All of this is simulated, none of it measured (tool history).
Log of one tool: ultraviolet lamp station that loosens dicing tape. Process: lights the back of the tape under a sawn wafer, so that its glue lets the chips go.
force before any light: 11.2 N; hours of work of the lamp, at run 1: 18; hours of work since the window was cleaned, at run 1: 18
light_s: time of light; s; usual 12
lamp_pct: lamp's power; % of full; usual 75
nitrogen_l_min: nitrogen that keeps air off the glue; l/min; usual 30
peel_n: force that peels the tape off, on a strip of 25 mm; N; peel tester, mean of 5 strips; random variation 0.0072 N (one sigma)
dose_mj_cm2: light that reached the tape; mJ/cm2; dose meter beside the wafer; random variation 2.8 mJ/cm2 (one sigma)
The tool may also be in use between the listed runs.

run    day  light_s  lamp_pct  nitrogen_l_min  hours of work of the lamp  hours of work since the window was cleaned  peel_n  dose_mj_cm2
  1  0.000       12        75              30                         18                                          18   0.272          375
  2  0.304       12        75              30                         23                                          23   0.267          367
  3  0.738       12        62              30                         31                                          31   0.419          304
  4  0.979       12        62              30                         35                                          35   0.416          305
     1.025  -- window cleaned of glue's vapour
  5  1.254       17        75              30                         39                                           4   0.161          519
  6  1.462       17        75              30                         43                                           7   0.170          515
  7  1.904       18        88              17                         50                                          15   0.180          646

Run 8 comes next. What will it give?
  8  2.304       18        88              17                         57                                          22       ?            ?

peel_n: 0.178 N
dose_mj_cm2: 645 mJ/cm2
Without the tool's hidden state the same run would have given peel_n 0.173 N, dose_mj_cm2 673 mJ/cm2.
